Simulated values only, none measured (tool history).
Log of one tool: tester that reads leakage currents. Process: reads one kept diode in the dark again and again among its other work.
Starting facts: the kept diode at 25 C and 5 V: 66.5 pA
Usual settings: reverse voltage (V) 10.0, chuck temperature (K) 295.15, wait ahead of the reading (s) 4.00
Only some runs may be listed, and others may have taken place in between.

run    hour  reverse voltage (V)  chuck temperature (K)  wait ahead of the reading (s)  current that the tester gives (pA)
  1     0.0                 10.0                 295.15                           4.00                               85.31
  2   141.0                  4.1                 295.15                           4.00                               56.87
  3   330.3                  4.1                 295.15                           4.00                               56.99
  4   530.3                  4.1                 295.15                           4.00                               57.81
  5   735.3                 10.0                 295.15                           4.00                               89.09
  6   901.6                 10.0                 295.15                           6.62                               90.04
  7  1017.5                 10.0                 295.15                           6.62                               90.84
  8  1137.3                  2.5                 295.15                           4.00                               47.62
     1170.7  -- chuck's temperature calibrated
  9  1344.6                 10.0                 295.15                           4.00                               84.34
     1396.2  -- probe card cleaned and baked
 10  1584.4                 10.0                 295.15                           4.00                               93.17
 11  1712.9                 10.0                 295.15                           4.00                               94.37
 12  1927.7                 10.0                 295.15                           4.00                               94.19
 13  2182.1                 10.0                 295.15                           4.00                               96.33
 14  2307.3                 10.0                 295.15                           4.00                               96.33
 15  2537.2                  3.1                 295.15                           0.60                               52.90
     2669.6  -- probe card cleaned and baked, once more
 16  2804.8                  3.1                 295.15                           0.60                               46.13
 17  3050.2                  3.1                 295.15                           0.60                               46.76
 18  3230.7                  3.1                 295.15                           0.60                               47.06
     3392.5  -- tester calibrated
 19  3433.5                  4.0                 300.15                           0.60                               75.32
 20  3576.8                  1.1                 312.15                           2.31                              102.75
 21  3849.0                  1.9                 303.15                           4.00                               69.10
 22  4045.7                  1.9                 328.15                           1.97                              371.07
 23  4294.0                 16.0                 327.15                           1.97                              850.02
     4573.9  -- chuck's temperature calibrated
 24  4577.4                  3.6                 295.15                           3.17                               47.65

What if the next run were any one of these 3? Each begins from the tool's condition after run 24:
  A  4710.4                  1.5                 295.15                           0.41                                   ?
  B  4710.4                  1.9                 306.15                           1.45                                   ?
  C  4710.4                  8.9                 295.15                           4.00                                   ?

run  current that the tester gives (pA)
  A                               33.24
  B                               81.56
  C                               71.81
Had the tool no hidden state, the same runs would have come out as:
run  current that the tester gives (pA)
  A                               32.51
  B                               80.55
  C                               67.61
